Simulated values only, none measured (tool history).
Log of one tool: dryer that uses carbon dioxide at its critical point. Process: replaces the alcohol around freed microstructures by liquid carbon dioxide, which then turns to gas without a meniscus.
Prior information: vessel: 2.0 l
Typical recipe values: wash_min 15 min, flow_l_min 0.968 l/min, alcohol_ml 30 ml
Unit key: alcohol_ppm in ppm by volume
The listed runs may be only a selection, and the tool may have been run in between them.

{"run": 1, "hour": 0.0, "wash_min": 15, "flow_l_min": 0.968, "alcohol_ml": 30, "alcohol_ppm": 19}
{"run": 2, "hour": 27.7, "wash_min": 15, "flow_l_min": 0.968, "alcohol_ml": 30, "alcohol_ppm": 21}
{"run": 3, "hour": 56.5, "wash_min": 15, "flow_l_min": 1.297, "alcohol_ml": 30, "alcohol_ppm": 19}
{"run": 4, "hour": 77.0, "wash_min": 15, "flow_l_min": 1.297, "alcohol_ml": 30, "alcohol_ppm": 19}
{"run": 5, "hour": 98.4, "wash_min": 15, "flow_l_min": 0.968, "alcohol_ml": 30, "alcohol_ppm": 38}
{"run": 6, "hour": 116.0, "wash_min": 15, "flow_l_min": 0.968, "alcohol_ml": 30, "alcohol_ppm": 40}
{"run": 7, "hour": 129.3, "wash_min": 15, "flow_l_min": 0.968, "alcohol_ml": 30, "alcohol_ppm": 52}
{"run": 8, "hour": 143.5, "wash_min": 15, "flow_l_min": 0.968, "alcohol_ml": 30, "alcohol_ppm": 45}
{"run": 9, "hour": 161.3, "wash_min": 15, "flow_l_min": 0.968, "alcohol_ml": 30, "alcohol_ppm": 44}
{"run": 10, "hour": 182.6, "wash_min": 16, "flow_l_min": 0.968, "alcohol_ml": 30, "alcohol_ppm": 42}
{"run": 11, "hour": 197.6, "wash_min": 9, "flow_l_min": 0.968, "alcohol_ml": 30, "alcohol_ppm": 295}
{"run": 12, "hour": 225.8, "wash_min": 9, "flow_l_min": 0.968, "alcohol_ml": 30, "alcohol_ppm": 305}
{"run": 13, "hour": 255.2, "wash_min": 9, "flow_l_min": 0.968, "alcohol_ml": 30, "alcohol_ppm": 322}
{"run": 14, "hour": 278.6, "wash_min": 9, "flow_l_min": 0.968, "alcohol_ml": 30, "alcohol_ppm": 320}
{"run": 15, "hour": 307.3, "wash_min": 10, "flow_l_min": 0.968, "alcohol_ml": 30, "alcohol_ppm": 240}
{"run": 16, "hour": 324.4, "wash_min": 15, "flow_l_min": 0.968, "alcohol_ml": 30, "alcohol_ppm": 86}
{"run": 17, "hour": 349.9, "wash_min": 15, "flow_l_min": 0.968, "alcohol_ml": 30, "alcohol_ppm": 81}
{"run": 18, "hour": 374.1, "wash_min": 15, "flow_l_min": 0.968, "alcohol_ml": 30, "alcohol_ppm": 78}
{"run": 19, "hour": 396.1, "wash_min": 15, "flow_l_min": 1.355, "alcohol_ml": 100, "alcohol_ppm": 73}
{"run": 20, "hour": 412.6, "wash_min": 24, "flow_l_min": 0.807, "alcohol_ml": 59, "alcohol_ppm": 83}
{"run": 21, "hour": 433.8, "wash_min": 24, "flow_l_min": 0.807, "alcohol_ml": 59, "alcohol_ppm": 86}
{"hour": 436.6, "done": "inlet filter changed"}
{"run": 22, "hour": 449.7, "wash_min": 24, "flow_l_min": 0.807, "alcohol_ml": 59, "alcohol_ppm": 85}
{"run": 23, "hour": 462.7, "wash_min": 24, "flow_l_min": 0.807, "alcohol_ml": 59, "alcohol_ppm": 74}
{"run": 24, "hour": 486.9, "wash_min": 9, "flow_l_min": 1.146, "alcohol_ml": 31, "alcohol_ppm": 179}
{"run": 25, "hour": 512.3, "wash_min": 9, "flow_l_min": 0.748, "alcohol_ml": 49, "alcohol_ppm": 1046}
{"run": 26, "hour": 524.1, "wash_min": 15, "flow_l_min": 1.094, "alcohol_ml": 55, "alcohol_ppm": 88}
{"run": 27, "hour": 546.7, "wash_min": 15, "flow_l_min": 1.094, "alcohol_ml": 55, "alcohol_ppm": 99}
{"run": 28, "hour": 567.1, "wash_min": 15, "flow_l_min": 1.094, "alcohol_ml": 55, "alcohol_ppm": 105}
{"run": 29, "hour": 583.9, "wash_min": 15, "flow_l_min": 1.17, "alcohol_ml": 43, "alcohol_ppm": 91}
{"run": 30, "hour": 600.5, "wash_min": 22, "flow_l_min": 1.17, "alcohol_ml": 62, "alcohol_ppm": 81}
{"run": 31, "hour": 612.8, "wash_min": 11, "flow_l_min": 1.17, "alcohol_ml": 85, "alcohol_ppm": 182}
{"run": 32, "hour": 626.4, "wash_min": 12, "flow_l_min": 0.821, "alcohol_ml": 43, "alcohol_ppm": 303}

Consider 5 possible next runs. They are alternatives, not a sequence: every one starts from the tool as it was left by run 32. What does each give?
{"run": "A", "hour": 640.1, "wash_min": 15, "flow_l_min": 1.387, "alcohol_ml": 29, "alcohol_ppm": "?"}
{"run": "B", "hour": 640.1, "wash_min": 12, "flow_l_min": 0.968, "alcohol_ml": 30, "alcohol_ppm": "?"}
{"run": "C", "hour": 640.1, "wash_min": 9, "flow_l_min": 0.821, "alcohol_ml": 31, "alcohol_ppm": "?"}
{"run": "D", "hour": 640.1, "wash_min": 17, "flow_l_min": 1.101, "alcohol_ml": 38, "alcohol_ppm": "?"}
{"run": "E", "hour": 640.1, "wash_min": 12, "flow_l_min": 1.402, "alcohol_ml": 71, "alcohol_ppm": "?"}

run=A alcohol_ppm=97
run=B alcohol_ppm=163
run=C alcohol_ppm=568
run=D alcohol_ppm=105
run=E alcohol_ppm=113
Take away the tool's hidden state, keep each run's random variation, and the runs would have read:
run=A alcohol_ppm=2
run=B alcohol_ppm=56
run=C alcohol_ppm=414
run=D alcohol_ppm=9
run=E alcohol_ppm=15
